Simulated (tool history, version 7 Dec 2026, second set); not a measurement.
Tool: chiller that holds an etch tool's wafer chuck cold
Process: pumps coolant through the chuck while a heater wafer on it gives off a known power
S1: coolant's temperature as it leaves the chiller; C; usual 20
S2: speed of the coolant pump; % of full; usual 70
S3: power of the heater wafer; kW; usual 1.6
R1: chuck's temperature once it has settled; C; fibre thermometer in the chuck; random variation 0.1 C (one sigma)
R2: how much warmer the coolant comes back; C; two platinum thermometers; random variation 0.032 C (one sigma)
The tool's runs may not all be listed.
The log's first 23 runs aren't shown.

run,day,S1,S2,S3,R1,R2
24,48.538,12,68,1.956,26,4.91
25,51.129,12,68,1.956,26,4.93
26,53.971,12,68,2.026,26.5,5.13
27,56.554,20,84,0.825,24.9,1.63
28,58.896,11,95,1.247,17.9,2.23
29,61.5,20,96,1.404,27.5,2.47
30,63.292,20,96,1.404,27.4,2.36
31,65.383,20,96,1.404,27.7,2.44

Forecast each of these 3 alternatives for the next run:
A,67.992,20,97,1.011,?,?
B,67.992,20,83,0.863,?,?
C,67.992,20,80,0.882,?,?

run,R1,R2
A,25.6,1.74
B,25.4,1.74
C,25.5,1.87
Without the tool's hidden state the same runs would have given:
run,R1,R2
A,25.6,1.74
B,25.4,1.73
C,25.5,1.86

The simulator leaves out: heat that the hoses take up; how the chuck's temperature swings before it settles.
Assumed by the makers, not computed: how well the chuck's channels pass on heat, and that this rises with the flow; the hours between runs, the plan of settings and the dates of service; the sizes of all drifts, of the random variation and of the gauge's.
